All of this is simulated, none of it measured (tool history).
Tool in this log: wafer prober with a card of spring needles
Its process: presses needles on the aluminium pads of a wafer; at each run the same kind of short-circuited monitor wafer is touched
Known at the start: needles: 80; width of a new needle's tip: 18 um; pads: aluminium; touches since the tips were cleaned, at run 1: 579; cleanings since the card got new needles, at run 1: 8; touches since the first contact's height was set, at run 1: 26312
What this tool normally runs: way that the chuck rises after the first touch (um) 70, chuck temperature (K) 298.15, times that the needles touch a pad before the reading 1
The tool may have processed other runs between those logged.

run   hour  way that the chuck rises after the first touch (um)  chuck temperature (K)  times that the needles touch a pad before the reading  touches since the tips were cleaned  cleanings since the card got new needles  touches since the first contact's height was set  resistance of one needle with its contact and lead (mohm)  way that a needle slides on the pad (um)
  1      0                                                   70                 298.15                                                      1                                  579                                         8                                             26312                                                        150                                      9.46
         5  -- tips cleaned on abrasive film
      11.4  -- tips cleaned on abrasive film
  2   11.9                                                   70                 298.15                                                      1                                  218                                        10                                             31851                                                        147                                      9.36
      17.5  -- tips cleaned on abrasive film
  3   22.2                                                   70                 298.15                                                      1                                 2253                                        11                                             36715                                                        146                                      9.31
      24.5  -- tips cleaned on abrasive film
  4   28.7                                                   66                 298.15                                                      1                                 1978                                        12                                             39750                                                        146                                      8.91
      31.4  -- tips cleaned on abrasive film
      37.9  -- tips cleaned on abrasive film
  5   41.9                                                   70                 298.15                                                      2                                 1929                                        14                                             45960                                                        149                                      9.37
      44.2  -- tips cleaned on abrasive film
      50.9  -- tips cleaned on abrasive film
  6   53.2                                                   70                 298.15                                                      1                                 1119                                        16                                             51227                                                        147                                      9.37
      57.3  -- tips cleaned on abrasive film
        64  -- tips cleaned on abrasive film
  7     64                                                   70                 298.15                                                      1                                    0                                        18                                             56266                                                        149                                      9.45
      70.1  -- tips cleaned on abrasive film
  8   72.6                                                   70                 298.15                                                      1                                 1182                                        19                                             60269                                                        147                                       9.5
      76.1  -- tips cleaned on abrasive film
      82.3  -- tips cleaned on abrasive film
  9   82.4                                                   70                 298.15                                                      1                                   48                                        21                                             64872                                                        145                                      9.42
      89.3  -- tips cleaned on abrasive film
 10   91.9                                                   70                 298.15                                                      1                                 1251                                        22                                             69313                                                        149                                      9.41
      95.9  -- tips cleaned on abrasive film
     102.3  -- tips cleaned on abrasive film
 11  105.9                                                   70                 298.15                                                      2                                 1678                                        24                                             75862                                                        149                                      9.39
     108.7  -- tips cleaned on abrasive film
     115.6  -- tips cleaned on abrasive film
 12    118                                                   70                 341.15                                                      2                                 1166                                        26                                             81535                                                        156                                      9.39
     122.6  -- tips cleaned on abrasive film
 13  127.8                                                   70                 341.15                                                      2                                 2449                                        27                                             86134                                                        157                                       9.3
     128.7  -- tips cleaned on abrasive film
 14  134.4                                                   70                 341.15                                                      2                                 2706                                        28                                             89246                                                        158                                      9.34
     135.6  -- tips cleaned on abrasive film
     141.7  -- tips cleaned on abrasive film
 15    145                                                   70                 298.15                                                      1                                 1535                                        30                                             94154                                                        150                                       9.3
     147.8  -- tips cleaned on abrasive film
     154.2  -- tips cleaned on abrasive film
 16  154.2                                                   51                 351.15                                                      1                                    0                                        32                                             98444                                                        162                                      6.79
     160.8  -- tips cleaned on abrasive film
 17  164.3                                                   83                 351.15                                                      3                                 1633                                        33                                            103177                                                        154                                     11.03
     167.6  -- tips cleaned on abrasive film
 18    171                                                   83                 351.15                                                      3                                 1578                                        34                                            106318                                                        152                                     10.96
     174.6  -- tips cleaned on abrasive film
     180.9  -- tips cleaned on abrasive film
 19  182.7                                                   83                 351.15                                                      3                                  841                                        36                                            111800                                                        156                                     10.99
     187.4  -- tips cleaned on abrasive film
     193.6  -- tips cleaned on abrasive film
 20  197.6                                                   83                 351.15                                                      3                                 1888                                        38                                            118793                                                        157                                     11.12
     199.6  -- tips cleaned on abrasive film
     206.4  -- tips cleaned on abrasive film
 21    210                                                   70                 298.15                                                      2                                 1727                                        40                                            124591                                                        150                                      9.26
     212.9  -- tips cleaned on abrasive film
     218.9  -- tips cleaned on abrasive film
 22  223.1                                                   70                 298.15                                                      1                                 2002                                        42                                            130731                                                        148                                      9.16
       225  -- tips cleaned on abrasive film
     229.1  -- height of the first contact set anew
       232  -- tips cleaned on abrasive film
 23    232                                                   70                 298.15                                                      1                                    0                                        44                                              1324                                                        143                                      9.14
       238  -- tips cleaned on abrasive film
 24  243.7                                                   70                 298.15                                                      1                                 2683                                        45                                              6825                                                        149                                      9.23
     244.5  -- tips cleaned on abrasive film
     250.9  -- tips cleaned on abrasive film
 25  253.8                                                   70                 298.15                                                      1                                 1366                                        47                                             11527                                                        147                                      9.23
     257.3  -- tips cleaned on abrasive film
 26    261                                                   70                 304.15                                                      1                                 1749                                        48                                             14909                                                        149                                      9.17
     264.3  -- tips cleaned on abrasive film
     271.1  -- gauge calibrated
     271.2  -- tips cleaned on abrasive film
 27  273.7                                                   85                 298.15                                                      1                                 1171                                        50                                             20862                                                        147                                      11.4
       278  -- tips cleaned on abrasive film
     284.1  -- tips cleaned on abrasive film
 28  284.1                                                   56                 376.15                                                      2                                    0                                        52                                             25731                                                        165                                      7.58
     290.2  -- tips cleaned on abrasive film
 29  293.2                                                   70                 338.15                                                      1                                 1422                                        53                                             29980                                                        153                                      9.46
     296.5  -- tips cleaned on abrasive film
     303.7  -- tips cleaned on abrasive film
 30  304.2                                                   70                 307.15                                                      1                                  218                                        55                                             35120                                                        149                                       9.4

Entry by entry between the runs, the difference in hidden state between the last listed run before and the first listed run after:
Logged between run 1 and run 2: tips cleaned on abrasive film (hour 5); tips cleaned on abrasive film (hour 11.4)
  debris on the tips, nm: 0.5 -> 0.4; drift of the gauge itself on scrub_um, %: 0 -> -0.12
  what was measured, less what the result would be without the hidden state, way that a needle slides on the pad (um): +0 -> -0.02
Logged between run 2 and run 3: tips cleaned on abrasive film (hour 17.5)
  debris on the tips, nm: 0.4 -> 1.3; drift of the gauge itself on scrub_um, %: -0.12 -> -0.23
  what was measured, less what the result would be without the hidden state, way that a needle slides on the pad (um): -0.02 -> -0.02
Logged between run 3 and run 4: tips cleaned on abrasive film (hour 24.5)
  drift of the gauge itself on scrub_um, %: -0.23 -> -0.3
  what was measured, less what the result would be without the hidden state, way that a needle slides on the pad (um): -0.02 -> -0.03
Logged between run 4 and run 5: tips cleaned on abrasive film (hour 31.4); tips cleaned on abrasive film (hour 37.9)
  debris on the tips, nm: 1.3 -> 1.4; drift of the gauge itself on scrub_um, %: -0.3 -> -0.44
  what was measured, less what the result would be without the hidden state, way that a needle slides on the pad (um): -0.03 -> -0.04
Logged between run 5 and run 6: tips cleaned on abrasive film (hour 44.2); tips cleaned on abrasive film (hour 50.9)
  debris on the tips, nm: 1.4 -> 1; way that the needles fall short of the set height, um: 0.01 -> 0.02; tips' diameter, um: 18 -> 18.01; drift of the gauge itself on scrub_um, %: -0.44 -> -0.55
  what was measured, less what the result would be without the hidden state, way that a needle slides on the pad (um): -0.04 -> -0.05
Logged between run 6 and run 7: tips cleaned on abrasive film (hour 57.3); tips cleaned on abrasive film (hour 64)
  debris on the tips, nm: 1 -> 0.1; drift of the gauge itself on scrub_um, %: -0.55 -> -0.66
  what was measured, less what the result would be without the hidden state, way that a needle slides on the pad (um): -0.05 -> -0.07
Logged between run 7 and run 8: tips cleaned on abrasive film (hour 70.1)
  debris on the tips, nm: 0.1 -> 1.1; drift of the gauge itself on scrub_um, %: -0.66 -> -0.75
  what was measured, less what the result would be without the hidden state, way that a needle slides on the pad (um): -0.07 -> -0.07
Logged between run 8 and run 9: tips cleaned on abrasive film (hour 76.1); tips cleaned on abrasive film (hour 82.3)
  debris on the tips, nm: 1.1 -> 0.2; drift of the gauge itself on scrub_um, %: -0.75 -> -0.86
  what was measured, less what the result would be without the hidden state, way that a needle slides on the pad (um): -0.07 -> -0.08
Logged between run 9 and run 10: tips cleaned on abrasive film (hour 89.3)
  debris on the tips, nm: 0.2 -> 1; drift of the gauge itself on scrub_um, %: -0.86 -> -0.95
  what was measured, less what the result would be without the hidden state, way that a needle slides on the pad (um): -0.08 -> -0.09
Logged between run 10 and run 11: tips cleaned on abrasive film (hour 95.9); tips cleaned on abrasive film (hour 102.3)
  debris on the tips, nm: 1 -> 1.2; drift of the gauge itself on scrub_um, %: -0.95 -> -1.1
  what was measured, less what the result would be without the hidden state, way that a needle slides on the pad (um): -0.09 -> -0.11
Logged between run 11 and run 12: tips cleaned on abrasive film (hour 108.7); tips cleaned on abrasive film (hour 115.6)
  debris on the tips, nm: 1.2 -> 1; drift of the gauge itself on scrub_um, %: -1.1 -> -1.23
  what was measured, less what the result would be without the hidden state, way that a needle slides on the pad (um): -0.11 -> -0.12
Logged between run 12 and run 13: tips cleaned on abrasive film (hour 122.6)
  debris on the tips, nm: 1 -> 1.5; way that the needles fall short of the set height, um: 0.02 -> 0.03; drift of the gauge itself on scrub_um, %: -1.23 -> -1.33
  what was measured, less what the result would be without the hidden state, way that a needle slides on the pad (um): -0.12 -> -0.13
Logged between run 13 and run 14: tips cleaned on abrasive film (hour 128.7)
  drift of the gauge itself on scrub_um, %: -1.33 -> -1.4
  what was measured, less what the result would be without the hidden state, way that a needle slides on the pad (um): -0.13 -> -0.13
Logged between run 14 and run 15: tips cleaned on abrasive film (hour 135.6); tips cleaned on abrasive film (hour 141.7)
  debris on the tips, nm: 1.5 -> 1.3; drift of the gauge itself on scrub_um, %: -1.4 -> -1.51
  what was measured, less what the result would be without the hidden state, way that a needle slides on the pad (um): -0.13 -> -0.14
Logged between run 15 and run 16: tips cleaned on abrasive film (hour 147.8); tips cleaned on abrasive film (hour 154.2)
  debris on the tips, nm: 1.3 -> 0.2; drift of the gauge itself on scrub_um, %: -1.51 -> -1.6
  what was measured, less what the result would be without the hidden state, way that a needle slides on the pad (um): -0.14 -> -0.12
Logged between run 16 and run 17: tips cleaned on abrasive film (hour 160.8)
  debris on the tips, nm: 0.2 -> 1.2; drift of the gauge itself on scrub_um, %: -1.6 -> -1.71
  what was measured, less what the result would be without the hidden state, way that a needle slides on the pad (um): -0.12 -> -0.19
Logged between run 17 and run 18: tips cleaned on abrasive film (hour 167.6)
  drift of the gauge itself on scrub_um, %: -1.71 -> -1.78
  what was measured, less what the result would be without the hidden state, way that a needle slides on the pad (um): -0.19 -> -0.2
Logged between run 18 and run 19: tips cleaned on abrasive film (hour 174.6); tips cleaned on abrasive film (hour 180.9)
  debris on the tips, nm: 1.2 -> 0.8; drift of the gauge itself on scrub_um, %: -1.78 -> -1.9
  what was measured, less what the result would be without the hidden state, way that a needle slides on the pad (um): -0.2 -> -0.22
Logged between run 19 and run 20: tips cleaned on abrasive film (hour 187.4); tips cleaned on abrasive film (hour 193.6)
  debris on the tips, nm: 0.8 -> 1.3; way that the needles fall short of the set height, um: 0.03 -> 0.04; drift of the gauge itself on scrub_um, %: -1.9 -> -2.05
  what was measured, less what the result would be without the hidden state, way that a needle slides on the pad (um): -0.22 -> -0.23
Logged between run 20 and run 21: tips cleaned on abrasive film (hour 199.6); tips cleaned on abrasive film (hour 206.4)
  debris on the tips, nm: 1.3 -> 1.1; drift of the gauge itself on scrub_um, %: -2.05 -> -2.18
  what was measured, less what the result would be without the hidden state, way that a needle slides on the pad (um): -0.23 -> -0.21
Logged between run 21 and run 22: tips cleaned on abrasive film (hour 212.9); tips cleaned on abrasive film (hour 218.9)
  debris on the tips, nm: 1.1 -> 1.4; drift of the gauge itself on scrub_um, %: -2.18 -> -2.32
  what was measured, less what the result would be without the hidden state, way that a needle slides on the pad (um): -0.21 -> -0.22
Logged between run 22 and run 23: tips cleaned on abrasive film (hour 225); height of the first contact set anew (hour 229.1); tips cleaned on abrasive film (hour 232)
  debris on the tips, nm: 1.4 -> 0.1; way that the needles fall short of the set height, um: 0.04 -> 0; drift of the gauge itself on scrub_um, %: -2.32 -> -2.41
  what was measured, less what the result would be without the hidden state, way that a needle slides on the pad (um): -0.22 -> -0.23
Logged between run 23 and run 24: tips cleaned on abrasive film (hour 238)
  debris on the tips, nm: 0.1 -> 1.6; drift of the gauge itself on scrub_um, %: -2.41 -> -2.53
  what was measured, less what the result would be without the hidden state, way that a needle slides on the pad (um): -0.23 -> -0.24
Logged between run 24 and run 25: tips cleaned on abrasive film (hour 244.5); tips cleaned on abrasive film (hour 250.9)
  debris on the tips, nm: 1.6 -> 1; tips' diameter, um: 18.01 -> 18.02; drift of the gauge itself on scrub_um, %: -2.53 -> -2.63
  what was measured, less what the result would be without the hidden state, way that a needle slides on the pad (um): -0.24 -> -0.25
Logged between run 25 and run 26: tips cleaned on abrasive film (hour 257.3)
  debris on the tips, nm: 1 -> 1.2; way that the needles fall short of the set height, um: 0 -> 0.01; drift of the gauge itself on scrub_um, %: -2.63 -> -2.71
  what was measured, less what the result would be without the hidden state, way that a needle slides on the pad (um): -0.25 -> -0.26
Logged between run 26 and run 27: tips cleaned on abrasive film (hour 264.3); gauge calibrated (hour 271.1); tips cleaned on abrasive film (hour 271.2)
  debris on the tips, nm: 1.2 -> 0.9; drift of the gauge itself on scrub_um, %: -2.71 -> -0.03
  what was measured, less what the result would be without the hidden state, way that a needle slides on the pad (um): -0.26 -> +0
Logged between run 27 and run 28: tips cleaned on abrasive film (hour 278); tips cleaned on abrasive film (hour 284.1)
  debris on the tips, nm: 0.9 -> 0.1; drift of the gauge itself on scrub_um, %: -0.03 -> -0.13
  what was measured, less what the result would be without the hidden state, way that a needle slides on the pad (um): +0 -> -0.01
Logged between run 28 and run 29: tips cleaned on abrasive film (hour 290.2)
  debris on the tips, nm: 0.1 -> 1.1; drift of the gauge itself on scrub_um, %: -0.13 -> -0.23
  what was measured, less what the result would be without the hidden state, way that a needle slides on the pad (um): -0.01 -> -0.03
Logged between run 29 and run 30: tips cleaned on abrasive film (hour 296.5); tips cleaned on abrasive film (hour 303.7)
  debris on the tips, nm: 1.1 -> 0.3; drift of the gauge itself on scrub_um, %: -0.23 -> -0.34
  what was measured, less what the result would be without the hidden state, way that a needle slides on the pad (um): -0.03 -> -0.04

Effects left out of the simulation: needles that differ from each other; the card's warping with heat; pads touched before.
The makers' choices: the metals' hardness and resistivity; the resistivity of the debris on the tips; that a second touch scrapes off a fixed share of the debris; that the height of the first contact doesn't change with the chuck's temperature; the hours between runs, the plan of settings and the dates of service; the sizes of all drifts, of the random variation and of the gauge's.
